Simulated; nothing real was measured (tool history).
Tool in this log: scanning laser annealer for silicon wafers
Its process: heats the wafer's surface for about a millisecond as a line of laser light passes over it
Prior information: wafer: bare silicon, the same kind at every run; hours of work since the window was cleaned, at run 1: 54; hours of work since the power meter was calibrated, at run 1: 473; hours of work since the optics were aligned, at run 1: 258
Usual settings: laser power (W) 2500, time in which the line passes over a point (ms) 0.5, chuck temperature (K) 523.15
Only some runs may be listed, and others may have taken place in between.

run	hour	laser power (W)	time in which the line passes over a point (ms)	chuck temperature (K)	hours of work since the window was cleaned	hours of work since the power meter was calibrated	hours of work since the optics were aligned	highest temperature of the surface (K)
1	0	2500	0.5	523.15	54	473	258	1339.15
2	24.8	2500	0.5	523.15	67	486	271	1338.15
3	44.5	2500	0.5	523.15	77	497	281	1338.15
4	70.6	2500	0.5	523.15	91	511	295	1341.15
5	84.9	2500	0.5	523.15	99	519	303	1338.15
6	114.5	2678	0.5	523.15	115	534	319	1394.15
7	127.4	2500	0.468	523.15	122	541	326	1309.15
8	144.2	2500	0.388	523.15	131	550	335	1228.15
9	156.9	2500	0.388	523.15	138	557	342	1227.15
10	179.1	2500	0.5	523.15	149	569	353	1339.15
11	201.3	2500	0.537	523.15	161	581	365	1372.15
12	219.7	2485	0.537	523.15	171	591	375	1369.15
13	238	2485	0.537	523.15	181	600	385	1363.15
14	259.3	2485	0.537	523.15	192	612	396	1367.15
15	276.9	2485	0.537	523.15	202	621	406	1366.15
16	293.1	2485	0.537	523.15	210	630	414	1368.15
17	322.3	2485	0.537	523.15	226	646	430	1363.15
18	336.8	2485	0.537	523.15	234	653	438	1364.15
19	349	2485	0.537	523.15	240	660	444	1367.15
20	363.8	2485	0.537	523.15	248	668	452	1364.15
21	382.9	2500	0.5	523.15	258	678	462	1335.15
22	395.5	2211	0.385	553.15	265	685	469	1175.15
# hour 399.7: window over the wafer cleaned
23	411.2	2406	0.513	502.15	6	692	477	1295.15
24	432.1	2406	0.513	502.15	17	703	488	1291.15
25	452.9	2406	0.513	502.15	28	714	499	1295.15
26	478.4	2579	0.574	538.15	42	728	512	1445.15
27	499	2623	0.5	487.15	53	739	523	1335.15
28	522.9	2261	0.596	547.15	66	752	536	1360.15
29	551.9	2500	0.481	512.15	81	767	552	1301.15
# hour 560.6: window over the wafer cleaned, once more
30	583.2	2500	0.424	485.15	12	783	567	1225.15
31	599.3	2171	0.553	541.15	21	792	576	1292.15
32	621.6	2260	0.615	541.15	33	804	588	1372.15
33	636.1	2558	0.501	508.15	40	811	596	1342.15
34	652.5	2558	0.501	508.15	49	820	604	1337.15
35	677	2558	0.501	508.15	62	833	618	1339.15
36	704.6	2325	0.422	558.15	77	848	632	1244.15
37	722.7	2398	0.543	491.15	87	858	642	1310.15
38	750.2	2609	0.5	523.15	101	872	657	1372.15
39	766.9	2609	0.5	523.15	110	881	666	1366.15

Run 40 comes next. What will it give?
40	787.3	2609	0.5	523.15	121	892	677	?

{"run 40": {"highest temperature of the surface (K)": 1368.15}}
Were there no unlogged condition in the tool, this run, its random variation unchanged, would have produced highest temperature of the surface (K) 1380.15.
